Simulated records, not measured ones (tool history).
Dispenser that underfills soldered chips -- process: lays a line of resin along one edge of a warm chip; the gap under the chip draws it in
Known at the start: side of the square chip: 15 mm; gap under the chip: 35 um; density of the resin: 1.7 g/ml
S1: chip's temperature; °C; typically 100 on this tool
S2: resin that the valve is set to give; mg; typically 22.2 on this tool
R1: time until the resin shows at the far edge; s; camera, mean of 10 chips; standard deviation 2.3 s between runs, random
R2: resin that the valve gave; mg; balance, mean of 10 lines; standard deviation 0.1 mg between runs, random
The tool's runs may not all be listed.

Run 1, day 0.000: usual settings. Result: R1 334.0 s, R2 21.03 mg.
Run 2, day 0.258: usual settings but S2 28.7 mg. Result: R1 440.7 s, R2 27.37 mg.
At day 0.304: new syringe of resin.
Run 3, day 0.712: usual settings but S2 24.4 mg. Result: R1 338.9 s, R2 23.22 mg.
At day 1.004: new syringe of resin.
Run 4, day 1.033: usual settings but S2 24.4 mg. Result: R1 216.6 s, R2 22.84 mg.
At day 1.133: dispensing valve cleaned and set on the balance.
Run 5, day 1.458: usual settings but S2 24.4 mg. Result: R1 340.1 s, R2 24.33 mg.
At day 1.729: new syringe of resin.
Run 6, day 1.875: usual settings but S2 24.4 mg. Result: R1 249.9 s, R2 23.98 mg.
Run 7, day 2.204: usual settings. Result: R1 368.1 s, R2 21.98 mg.
At day 2.433: new syringe of resin.
Run 8, day 2.546: usual settings. Result: R1 240.9 s, R2 22.00 mg.
Run 9, day 2.950: usual settings. Result: R1 380.2 s, R2 21.89 mg.
At day 3.121: new syringe of resin.
Run 10, day 3.275: usual settings. Result: R1 252.6 s, R2 21.69 mg.
Run 11, day 3.629: usual settings. Result: R1 380.9 s, R2 21.72 mg.
At day 3.829: new syringe of resin.
Run 12, day 3.875: usual settings. Result: R1 222.9 s, R2 21.65 mg.
Run 13, day 4.067: usual settings. Result: R1 281.9 s, R2 21.41 mg.
Run 14, day 4.350: usual settings. Result: R1 384.6 s, R2 21.48 mg.
At day 4.512: new syringe of resin.
Run 15, day 4.717: usual settings. Result: R1 257.4 s, R2 21.46 mg.
Run 16, day 5.104: usual settings. Result: R1 405.0 s, R2 21.20 mg.
At day 5.208: new syringe of resin.
Run 17, day 5.408: usual settings. Result: R1 262.7 s, R2 20.95 mg.
Run 18, day 5.729: usual settings. Result: R1 382.2 s, R2 21.14 mg.
At day 5.862: dispensing valve cleaned and set on the balance.
At day 5.938: new syringe of resin.
Run 19, day 6.004: usual settings. Result: R1 223.7 s, R2 22.26 mg.
Run 20, day 6.433: usual settings. Result: R1 369.6 s, R2 21.98 mg.
At day 6.625: new syringe of resin.
Run 21, day 6.838: usual settings but S1 113 °C, S2 22.0 mg. Result: R1 155.7 s, R2 21.88 mg.
Run 22, day 7.262: usual settings but S1 112 °C, S2 27.3 mg. Result: R1 258.9 s, R2 26.96 mg.
At day 7.317: new syringe of resin.
Run 23, day 7.583: usual settings but S1 105 °C, S2 19.8 mg. Result: R1 229.3 s, R2 19.39 mg.
Run 24, day 7.879: usual settings but S2 26.8 mg. Result: R1 394.3 s, R2 26.27 mg.
At day 8.021: new syringe of resin.
Run 25, day 8.229: usual settings but S1 108 °C, S2 25.1 mg. Result: R1 191.2 s, R2 24.56 mg.
Run 26, day 8.542: usual settings but S1 102 °C, S2 24.8 mg. Result: R1 339.1 s, R2 23.84 mg.
At day 8.712: new syringe of resin.
Run 27, day 9.000: usual settings but S2 27.8 mg. Result: R1 277.0 s, R2 26.64 mg.

What does the tool deliver on the next run?
Run 28, day 9.192: usual settings but S1 103 °C, S2 19.8 mg. Result: R1 ?, R2 ?.

R1: 321.6 s
R2: 18.99 mg
The same run, on a tool lacking any hidden state, would have yielded R1 204.8 s, R2 19.74 mg.

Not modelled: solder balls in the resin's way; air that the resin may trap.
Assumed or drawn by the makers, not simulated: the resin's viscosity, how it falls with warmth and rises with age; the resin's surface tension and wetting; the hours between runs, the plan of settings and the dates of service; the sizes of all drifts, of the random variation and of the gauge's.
